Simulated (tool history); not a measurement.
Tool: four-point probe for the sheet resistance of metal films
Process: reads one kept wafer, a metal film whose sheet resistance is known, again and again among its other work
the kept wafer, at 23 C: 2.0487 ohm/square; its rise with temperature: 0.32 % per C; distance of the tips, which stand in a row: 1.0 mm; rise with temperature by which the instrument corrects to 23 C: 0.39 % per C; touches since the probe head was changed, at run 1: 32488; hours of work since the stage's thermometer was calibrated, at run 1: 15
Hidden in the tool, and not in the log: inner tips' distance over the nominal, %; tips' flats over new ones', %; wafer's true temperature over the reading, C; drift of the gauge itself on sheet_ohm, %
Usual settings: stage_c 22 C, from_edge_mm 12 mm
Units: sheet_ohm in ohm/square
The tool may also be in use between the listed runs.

run    hour  stage_c  from_edge_mm  touches since the probe head was changed  hours of work since the stage's thermometer was calibrated  sheet_ohm
  1     0.0       22            12                                     32488                                                          15   2.049642
  2    59.5       22            11                                     35750                                                          51   2.051335
  3   192.9       22            12                                     43058                                                         132   2.051187
  4   279.3       22            12                                     47790                                                         185   2.050463
  5   383.1       22            12                                     53476                                                         248   2.052404
  6   441.6       22            12                                     56683                                                         284   2.051353
  7   582.5       22            10                                     64404                                                         369   2.056728
  8   723.8       22            10                                     72146                                                         455   2.057354
  9   807.2       22            44                                     76716                                                         506   2.047124
 10   935.8       22            44                                     83758                                                         585   2.047833
 11  1064.1       22            59                                     90789                                                         663   2.047535
 12  1203.2       22            37                                     98408                                                         747   2.049294
 13  1318.0       22            37                                    104697                                                         817   2.049341
 14  1390.1       22            37                                    108651                                                         861   2.049705
 15  1498.6       22            37                                    114594                                                         927   2.051615
 16  1582.4       22            37                                    119184                                                         978   2.051804
 17  1696.0       22            37                                    125411                                                        1047   2.051645
 18  1773.7       22            37                                    129667                                                        1095   2.052051
 19  1845.6       22            31                                    133606                                                        1138   2.053137
 20  1942.0       22            31                                    138885                                                        1197   2.053635
 21  2076.5       22            31                                    146257                                                        1279   2.054268
 22  2192.2       22             3                                    152596                                                        1350   2.169246
 23  2307.6       22             3                                    158918                                                        1420   2.169698
 24  2400.7       24            35                                    164018                                                        1476   2.052888
 25  2503.2       19             9                                    169636                                                        1539   2.072186
 26  2591.6       19             9                                    174476                                                        1593   2.073942
 27  2685.0       19             9                                    179598                                                        1650   2.073835
 28  2774.8       33            11                                    184515                                                        1704   2.051602
 29  2875.1       33            11                                    190010                                                        1765   2.051596
 30  2985.6       33            11                                    196064                                                        1833   2.052502
 31  3099.5       35             7                                    202302                                                        1902   2.063327
 32  3208.3       19            26                                    208264                                                        1968   2.064537
     3295.2  -- new probe head fitted
 33  3346.2       19            26                                      2792                                                        2052   2.051747
 34  3486.4       26            12                                     10474                                                        2137   2.049703
 35  3597.4       22             7                                     16555                                                        2205   2.070200
 36  3709.4       32            61                                     22689                                                        2273   2.036416

Some steps in sheet_ohm between neighbouring runs. How much of each would the tool show without its hidden state too (settings, what came in, random variation), and how much is left for the hidden state, with any gauge scatter that isn't in both results?
Run 2 -> 3: from_edge_mm 11 -> 12. sheet_ohm -0.000148 ohm/square: hidden state +0.000775, all else -0.000923.
Run 21 -> 22: from_edge_mm 31 -> 3. sheet_ohm +0.114978 ohm/square: hidden state +0.000765, all else +0.114213.
Run 23 -> 24: stage_c 22 -> 24, from_edge_mm 3 -> 35. sheet_ohm -0.116810 ohm/square: hidden state +0.000228, all else -0.117038.
Run 31 -> 32: stage_c 35 -> 19, from_edge_mm 7 -> 26. sheet_ohm +0.001210 ohm/square: hidden state +0.000792, all else +0.000418.
Run 32 -> 33: new probe head fitted. sheet_ohm -0.012790 ohm/square: hidden state -0.012459, all else -0.000331.
Run 35 -> 36: stage_c 22 -> 32, from_edge_mm 7 -> 61. sheet_ohm -0.033784 ohm/square: hidden state +0.000463, all else -0.034247.

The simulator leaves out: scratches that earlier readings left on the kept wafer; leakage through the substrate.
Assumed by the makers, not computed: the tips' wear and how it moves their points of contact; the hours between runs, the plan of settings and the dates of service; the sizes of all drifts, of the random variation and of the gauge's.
